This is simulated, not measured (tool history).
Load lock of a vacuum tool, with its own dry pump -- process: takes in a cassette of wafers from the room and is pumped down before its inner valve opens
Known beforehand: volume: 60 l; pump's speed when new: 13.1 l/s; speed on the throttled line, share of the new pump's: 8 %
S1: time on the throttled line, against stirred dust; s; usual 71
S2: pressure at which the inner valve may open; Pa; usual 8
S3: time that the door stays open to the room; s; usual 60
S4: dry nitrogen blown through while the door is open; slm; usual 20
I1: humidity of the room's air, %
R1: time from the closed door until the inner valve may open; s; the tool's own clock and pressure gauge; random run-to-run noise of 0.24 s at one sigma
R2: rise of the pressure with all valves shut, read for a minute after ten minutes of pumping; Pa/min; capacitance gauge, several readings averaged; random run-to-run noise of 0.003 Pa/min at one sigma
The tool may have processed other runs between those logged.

run 1 hour=0.0 | S1=71 S2=8 S3=60 S4=20 | I1=45.8 | R1=107.8 R2=0.142
run 2 hour=63.6 | S1=71 S2=8 S3=102 S4=20 | I1=45.1 | R1=108.2 R2=0.153
run 3 hour=156.3 | S1=71 S2=8 S3=102 S4=20 | I1=43.7 | R1=108.2 R2=0.150
run 4 hour=220.3 | S1=71 S2=8 S3=102 S4=44 | I1=45.2 | R1=108.0 R2=0.134
run 5 hour=352.3 | S1=71 S2=8 S3=159 S4=20 | I1=44.2 | R1=108.2 R2=0.160
run 6 hour=461.2 | S1=71 S2=10 S3=159 S4=20 | I1=45.7 | R1=107.0 R2=0.179
run 7 hour=565.6 | S1=71 S2=10 S3=159 S4=20 | I1=41.8 | R1=107.0 R2=0.167
run 8 hour=683.9 | S1=71 S2=10 S3=159 S4=20 | I1=42.3 | R1=107.1 R2=0.171
run 9 hour=768.5 | S1=71 S2=10 S3=159 S4=20 | I1=43.4 | R1=107.1 R2=0.175
run 10 hour=902.2 | S1=71 S2=8 S3=60 S4=20 | I1=40.5 | R1=108.3 R2=0.150
run 11 hour=1014.2 | S1=71 S2=8 S3=60 S4=16 | I1=46.7 | R1=108.0 R2=0.156
run 12 hour=1090.7 | S1=71 S2=8 S3=60 S4=16 | I1=43.8 | R1=108.2 R2=0.152
run 13 hour=1200.8 | S1=71 S2=8 S3=60 S4=16 | I1=46.4 | R1=108.1 R2=0.163
run 14 hour=1292.9 | S1=71 S2=8 S3=60 S4=20 | I1=45.2 | R1=108.5 R2=0.157
run 15 hour=1358.6 | S1=71 S2=8 S3=60 S4=20 | I1=45.0 | R1=108.7 R2=0.160
run 16 hour=1471.5 | S1=94 S2=8 S3=60 S4=20 | I1=43.6 | R1=128.9 R2=0.158
run 17 hour=1534.4 | S1=94 S2=8 S3=60 S4=20 | I1=38.9 | R1=129.0 R2=0.164
run 18 hour=1603.3 | S1=77 S2=6 S3=150 S4=19 | I1=39.9 | R1=115.4 R2=0.180
run 19 hour=1669.7 | S1=141 S2=12 S3=60 S4=20 | I1=48.0 | R1=170.5 R2=0.174

What will run 20 give?
run 20 hour=1726.4 | S1=141 S2=8 S3=60 S4=20 | I1=44.7 | R1=? R2=?

Run 20 measured R1 172.7 s, R2 0.168 Pa/min.
Had the tool carried no hidden state, the very same run would have given R1 172.8 s, R2 0.043 Pa/min.
